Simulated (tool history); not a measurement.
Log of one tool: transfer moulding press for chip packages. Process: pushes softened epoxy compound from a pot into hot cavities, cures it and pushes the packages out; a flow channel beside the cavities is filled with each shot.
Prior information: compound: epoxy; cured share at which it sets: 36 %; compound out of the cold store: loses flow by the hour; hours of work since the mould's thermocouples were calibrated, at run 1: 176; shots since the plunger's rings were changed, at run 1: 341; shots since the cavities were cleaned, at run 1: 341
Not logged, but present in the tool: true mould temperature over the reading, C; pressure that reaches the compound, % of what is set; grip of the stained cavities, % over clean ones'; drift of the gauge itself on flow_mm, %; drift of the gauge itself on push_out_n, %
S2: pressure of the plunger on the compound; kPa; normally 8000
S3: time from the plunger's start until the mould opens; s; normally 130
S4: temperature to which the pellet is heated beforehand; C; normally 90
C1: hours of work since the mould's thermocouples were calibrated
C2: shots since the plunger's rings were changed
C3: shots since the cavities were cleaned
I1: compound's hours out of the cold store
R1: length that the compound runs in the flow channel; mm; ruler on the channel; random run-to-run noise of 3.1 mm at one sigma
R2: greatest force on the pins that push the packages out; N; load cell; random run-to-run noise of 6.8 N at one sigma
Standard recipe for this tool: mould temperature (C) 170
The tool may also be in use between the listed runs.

Run 1, hour 0: usual settings; C1 176; C2 341; C3 341; I1 40.2. Result: R1 587 mm, R2 445 N.
Run 2, hour 11.7: usual settings; C1 184; C2 457; C3 457; I1 42.5. Result: R1 588 mm, R2 482 N.
Run 3, hour 22.7: usual settings; C1 192; C2 566; C3 566; I1 26.1. Result: R1 612 mm, R2 499 N.
At hour 37.3: cavities cleaned with cleaning compound and waxed.
Run 4, hour 38: usual settings; C1 202; C2 704; C3 7; I1 8.4. Result: R1 628 mm, R2 284 N.
Run 5, hour 49: usual settings; C1 209; C2 814; C3 117; I1 26.9. Result: R1 601 mm, R2 348 N.
Run 6, hour 57.3: usual settings; C1 215; C2 896; C3 199; I1 28.6. Result: R1 605 mm, R2 393 N.
Run 7, hour 63.8: usual settings; C1 220; C2 961; C3 264; I1 34.5. Result: R1 597 mm, R2 438 N.
Run 8, hour 73.1: usual settings; C1 226; C2 1053; C3 356; I1 15.5. Result: R1 617 mm, R2 453 N.
Run 9, hour 86.3: usual settings; C1 236; C2 1185; C3 488; I1 18.9. Result: R1 610 mm, R2 501 N.
Run 10, hour 99.6: usual settings; C1 245; C2 1318; C3 621; I1 28. Result: R1 598 mm, R2 519 N.
At hour 108.4: cavities cleaned with cleaning compound and waxed.
Run 11, hour 114.3: usual settings; C1 254; C2 1449; C3 59; I1 23.3. Result: R1 605 mm, R2 324 N.
Run 12, hour 125: usual settings; C1 262; C2 1556; C3 166; I1 9.3. Result: R1 623 mm, R2 383 N.
Run 13, hour 137: usual settings; C1 271; C2 1675; C3 285; I1 18. Result: R1 612 mm, R2 423 N.
Run 14, hour 143.4: usual settings but mould temperature (C) 174; C1 275; C2 1738; C3 348; I1 21.4. Result: R1 591 mm, R2 427 N.
Run 15, hour 151.8: usual settings but mould temperature (C) 174, S2 6150 kPa; C1 281; C2 1822; C3 432; I1 36.3. Result: R1 501 mm, R2 436 N.
Run 16, hour 159.8: usual settings but mould temperature (C) 174, S2 9280 kPa, S4 88 C; C1 287; C2 1901; C3 511; I1 19.5. Result: R1 639 mm, R2 472 N.
Run 17, hour 168.7: usual settings but mould temperature (C) 163, S2 9280 kPa, S4 88 C; C1 293; C2 1990; C3 600; I1 17.5. Result: R1 695 mm, R2 709 N.
Run 18, hour 175.4: usual settings but mould temperature (C) 174, S2 9280 kPa, S4 92 C; C1 298; C2 2057; C3 667; I1 15.2. Result: R1 639 mm, R2 486 N.
At hour 179.4: cavities cleaned with cleaning compound and waxed.
Run 19, hour 190.9: usual settings but mould temperature (C) 174, S2 9280 kPa, S4 92 C; C1 308; C2 2196; C3 113; I1 13.3. Result: R1 643 mm, R2 339 N.
Run 20, hour 199.1: usual settings but mould temperature (C) 166, S2 6730 kPa, S4 88 C; C1 313; C2 2278; C3 195; I1 33.4. Result: R1 558 mm, R2 449 N.
Run 21, hour 211.4: usual settings but mould temperature (C) 176, S2 6760 kPa, S3 133 s, S4 93 C; C1 322; C2 2400; C3 317; I1 9.3. Result: R1 544 mm, R2 403 N.
Run 22, hour 221: usual settings but mould temperature (C) 176, S2 6760 kPa, S3 133 s, S4 93 C; C1 329; C2 2496; C3 413; I1 28.6. Result: R1 525 mm, R2 452 N.
Run 23, hour 235.3: usual settings but mould temperature (C) 176, S2 6760 kPa, S3 133 s, S4 93 C; C1 339; C2 2639; C3 556; I1 23.4. Result: R1 529 mm, R2 488 N.
Run 24, hour 246.8: usual settings but mould temperature (C) 176, S2 6760 kPa, S3 133 s, S4 93 C; C1 347; C2 2753; C3 670; I1 35.3. Result: R1 516 mm, R2 486 N.
At hour 250: cavities cleaned with cleaning compound and waxed.
Run 25, hour 263: usual settings but S3 137 s; C1 358; C2 2900; C3 129; I1 45.6. Result: R1 566 mm, R2 350 N.
Run 26, hour 276.8: usual settings but mould temperature (C) 163, S2 7140 kPa, S3 156 s; C1 367; C2 3037; C3 266; I1 11.8. Result: R1 608 mm, R2 469 N.
Run 27, hour 288.7: usual settings but mould temperature (C) 163, S2 6100 kPa, S3 160 s; C1 376; C2 3155; C3 384; I1 22.2. Result: R1 549 mm, R2 505 N.
Run 28, hour 298.9: usual settings but mould temperature (C) 163, S2 9380 kPa, S3 160 s, S4 97 C; C1 383; C2 3257; C3 486; I1 8.4. Result: R1 699 mm, R2 505 N.

Alternative continuations, all from the tool just after run 28; predict every row:
Run A, hour 310.8: usual settings but mould temperature (C) 172; C1 391; C2 3376; C3 605; I1 43.6. Result: R1 ?, R2 ?.
Run B, hour 310.8: usual settings but mould temperature (C) 163, S2 7430 kPa, S3 155 s; C1 391; C2 3376; C3 605; I1 8.5. Result: R1 ?, R2 ?.
Run C, hour 310.8: usual settings but S2 7200 kPa, S3 162 s, S4 80 C; C1 391; C2 3376; C3 605; I1 38.3. Result: R1 ?, R2 ?.
Run D, hour 310.8: usual settings but mould temperature (C) 163, S2 9380 kPa, S3 121 s, S4 83 C; C1 391; C2 3376; C3 605; I1 16.5. Result: R1 ?, R2 ?.
Run E, hour 310.8: usual settings but S2 7710 kPa; C1 391; C2 3376; C3 605; I1 47.1. Result: R1 ?, R2 ?.

run   R1   R2
  A  561  502
  B  621  556
  C  546  471
  D  684  832
  E  560  507
Had the tool no hidden state, the same runs would have come out as:
run   R1   R2
  A  582  266
  B  644  299
  C  566  250
  D  709  453
  E  581  270

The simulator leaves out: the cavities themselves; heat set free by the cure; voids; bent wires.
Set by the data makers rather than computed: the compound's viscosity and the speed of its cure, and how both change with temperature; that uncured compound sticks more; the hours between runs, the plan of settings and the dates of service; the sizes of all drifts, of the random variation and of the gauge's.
